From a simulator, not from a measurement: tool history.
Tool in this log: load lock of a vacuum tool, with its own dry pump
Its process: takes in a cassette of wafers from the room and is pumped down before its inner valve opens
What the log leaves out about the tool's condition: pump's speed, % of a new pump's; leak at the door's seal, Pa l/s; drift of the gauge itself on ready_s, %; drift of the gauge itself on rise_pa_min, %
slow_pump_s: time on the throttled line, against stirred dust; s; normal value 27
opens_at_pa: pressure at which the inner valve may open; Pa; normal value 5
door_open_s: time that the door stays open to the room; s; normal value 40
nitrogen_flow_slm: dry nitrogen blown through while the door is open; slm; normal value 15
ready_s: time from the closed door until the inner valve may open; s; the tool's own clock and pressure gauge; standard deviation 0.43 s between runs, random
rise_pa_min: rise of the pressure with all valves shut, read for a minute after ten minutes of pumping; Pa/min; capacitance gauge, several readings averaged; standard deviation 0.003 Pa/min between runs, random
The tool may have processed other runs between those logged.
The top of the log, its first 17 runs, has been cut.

| run | hour | slow_pump_s | opens_at_pa | door_open_s | nitrogen_flow_slm | hours that the pump has run since its overhaul | times that the door has closed on its seal | incoming humidity of the room's air, % | ready_s | rise_pa_min |
|---|---|---|---|---|---|---|---|---|---|---|
| 18 | 5420.8 | 27 | 5 | 40 | 9 | 953 | 9914 | 46.3 | 52.1 | 0.084 |
| 19 | 5676.8 | 27 | 5 | 40 | 9 | 1209 | 10869 | 42.4 | 51.9 | 0.08 |
| 20 | 6055.7 | 27 | 5 | 40 | 9 | 1588 | 12282 | 44.2 | 52.1 | 0.091 |
| 21 | 6290.7 | 27 | 5 | 40 | 9 | 1823 | 13159 | 43.1 | 53 | 0.096 |
| 22 | 6661.4 | 27 | 5 | 40 | 9 | 2194 | 14541 | 48.9 | 52.3 | 0.099 |
| 23 | 6856.4 | 27 | 5 | 40 | 9 | 2389 | 15269 | 46.2 | 52.9 | 0.107 |
| 24 | 7274.5 | 33 | 5 | 40 | 15 | 2807 | 16828 | 44.9 | 57.2 | 0.1 |
| 25 | 7520.1 | 27 | 5 | 193 | 15 | 3053 | 17744 | 46.4 | 52.6 | 0.177 |
| 26 | 7906.7 | 27 | 7 | 40 | 5 | 3439 | 19186 | 48.7 | 51.8 | 0.145 |
| 27 | 8221 | 27 | 7 | 40 | 29 | 3754 | 20358 | 45.8 | 51.7 | 0.109 |
| 28 | 8424.2 | 27 | 7 | 40 | 29 | 3957 | 21116 | 41.6 | 51.8 | 0.107 |
| 29 | 8799.3 | 32 | 4 | 40 | 21 | 4332 | 22515 | 44.2 | 57.5 | 0.123 |
| 30 | 9078.8 | 18 | 5 | 26 | 7 | 4611 | 23558 | 46.3 | 46.3 | 0.137 |
| 31 | 9480.8 | 31 | 5 | 26 | 8 | 5013 | 25057 | 45.5 | 54.7 | 0.145 |
| 32 | 9850.8 | 21 | 6 | 26 | 8 | 5383 | 26437 | 45.8 | 47.7 | 0.162 |
| 33 | 10144.1 | 27 | 5 | 40 | 20 | 5677 | 27531 | 43.8 | 53.8 | 0.165 |
| 34 | 10557.7 | 27 | 5 | 40 | 20 | 6090 | 29074 | 41.5 | 53.1 | 0.176 |
| 35 | 10818.4 | 27 | 5 | 40 | 20 | 6351 | 30046 | 46.5 | 53.8 | 0.178 |
| 36 | 11053.8 | 27 | 5 | 40 | 20 | 6586 | 30924 | 43.7 | 53.6 | 0.183 |
| 37 | 11391.3 | 22 | 6 | 40 | 15 | 6924 | 32183 | 47.5 | 49.7 | 0.203 |

Branching from run 37: 4 alternative next runs. What would each branch give?
| A | 11673.8 | 27 | 5 | 40 | 6 | 7206 | 33237 | 43.3 | ? | ? |
| B | 11673.8 | 27 | 6 | 40 | 15 | 7206 | 33237 | 46.6 | ? | ? |
| C | 11673.8 | 22 | 5 | 59 | 31 | 7206 | 33237 | 44 | ? | ? |
| D | 11673.8 | 27 | 6 | 40 | 15 | 7206 | 33237 | 41.9 | ? | ? |

| run | ready_s | rise_pa_min |
|---|---|---|
| A | 53.7 | 0.224 |
| B | 53.1 | 0.2 |
| C | 50.4 | 0.199 |
| D | 52.6 | 0.195 |
What these runs would have given with no unlogged condition in the tool:
| run | ready_s | rise_pa_min |
|---|---|---|
| A | 52.4 | 0.061 |
| B | 51.8 | 0.036 |
| C | 49 | 0.035 |
| D | 51.3 | 0.034 |

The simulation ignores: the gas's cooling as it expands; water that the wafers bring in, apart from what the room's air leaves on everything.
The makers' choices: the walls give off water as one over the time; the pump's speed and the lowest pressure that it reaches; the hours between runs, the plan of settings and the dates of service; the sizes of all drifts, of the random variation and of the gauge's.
